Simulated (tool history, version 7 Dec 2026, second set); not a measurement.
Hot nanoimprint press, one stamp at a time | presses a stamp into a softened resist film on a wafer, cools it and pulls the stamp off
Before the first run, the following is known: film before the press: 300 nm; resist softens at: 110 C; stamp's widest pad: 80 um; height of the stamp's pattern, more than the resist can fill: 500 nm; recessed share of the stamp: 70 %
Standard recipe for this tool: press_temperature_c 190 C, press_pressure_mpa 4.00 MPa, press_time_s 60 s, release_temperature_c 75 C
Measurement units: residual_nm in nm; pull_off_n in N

Run 1, hour 0.0: usual settings. Result: residual_nm 162.9 nm, pull_off_n 232 N.
Run 2, hour 20.7: usual settings. Result: residual_nm 162.8 nm, pull_off_n 237 N.
Run 3, hour 35.7: usual settings. Result: residual_nm 163.1 nm, pull_off_n 240 N.
Run 4, hour 49.1: usual settings. Result: residual_nm 162.8 nm, pull_off_n 240 N.
Run 5, hour 67.5: usual settings. Result: residual_nm 163.0 nm, pull_off_n 241 N.
Run 6, hour 79.3: usual settings. Result: residual_nm 163.1 nm, pull_off_n 245 N.
Run 7, hour 98.6: usual settings. Result: residual_nm 163.0 nm, pull_off_n 243 N.
Run 8, hour 123.4: usual settings. Result: residual_nm 162.9 nm, pull_off_n 247 N.
At hour 134.3: stamp cleaned and given a new release coat.
Run 9, hour 151.4: usual settings. Result: residual_nm 162.6 nm, pull_off_n 223 N.
Run 10, hour 162.0: usual settings. Result: residual_nm 163.0 nm, pull_off_n 225 N.
Run 11, hour 172.0: usual settings. Result: residual_nm 162.7 nm, pull_off_n 225 N.
Run 12, hour 185.0: usual settings but press_time_s 99 s. Result: residual_nm 134.8 nm, pull_off_n 225 N.
At hour 204.7: plate thermocouple calibrated.
Run 13, hour 207.7: usual settings but press_time_s 99 s. Result: residual_nm 139.3 nm, pull_off_n 231 N.
Run 14, hour 219.6: usual settings but press_time_s 99 s. Result: residual_nm 139.5 nm, pull_off_n 232 N.
Run 15, hour 239.4: usual settings but press_time_s 33 s. Result: residual_nm 201.4 nm, pull_off_n 234 N.
Run 16, hour 263.2: usual settings but press_time_s 33 s. Result: residual_nm 201.7 nm, pull_off_n 236 N.
Run 17, hour 279.9: usual settings but press_temperature_c 180 C, press_pressure_mpa 2.62 MPa, press_time_s 68 s, release_temperature_c 71 C. Result: residual_nm 225.5 nm, pull_off_n 247 N.
Run 18, hour 292.4: usual settings. Result: residual_nm 167.3 nm, pull_off_n 241 N.
Run 19, hour 305.8: usual settings but press_pressure_mpa 3.10 MPa. Result: residual_nm 181.9 nm, pull_off_n 241 N.
Run 20, hour 324.4: usual settings but press_temperature_c 186 C, press_pressure_mpa 3.10 MPa, release_temperature_c 65 C. Result: residual_nm 198.2 nm, pull_off_n 262 N.
Run 21, hour 344.1: usual settings but press_temperature_c 180 C, press_pressure_mpa 6.27 MPa, release_temperature_c 65 C. Result: residual_nm 185.8 nm, pull_off_n 264 N.
Run 22, hour 359.9: usual settings but press_pressure_mpa 3.61 MPa. Result: residual_nm 173.0 nm, pull_off_n 248 N.

What does the tool deliver on the next run?
Run 23, hour 377.1: usual settings but press_temperature_c 179 C, press_pressure_mpa 3.21 MPa, release_temperature_c 80 C. Result: residual_nm ?, pull_off_n ?.

{"run 23": {"residual_nm": 226.2, "pull_off_n": 238}}
Minus the tool's unlogged condition, the same run would have read residual_nm 226.0 nm, pull_off_n 214 N.

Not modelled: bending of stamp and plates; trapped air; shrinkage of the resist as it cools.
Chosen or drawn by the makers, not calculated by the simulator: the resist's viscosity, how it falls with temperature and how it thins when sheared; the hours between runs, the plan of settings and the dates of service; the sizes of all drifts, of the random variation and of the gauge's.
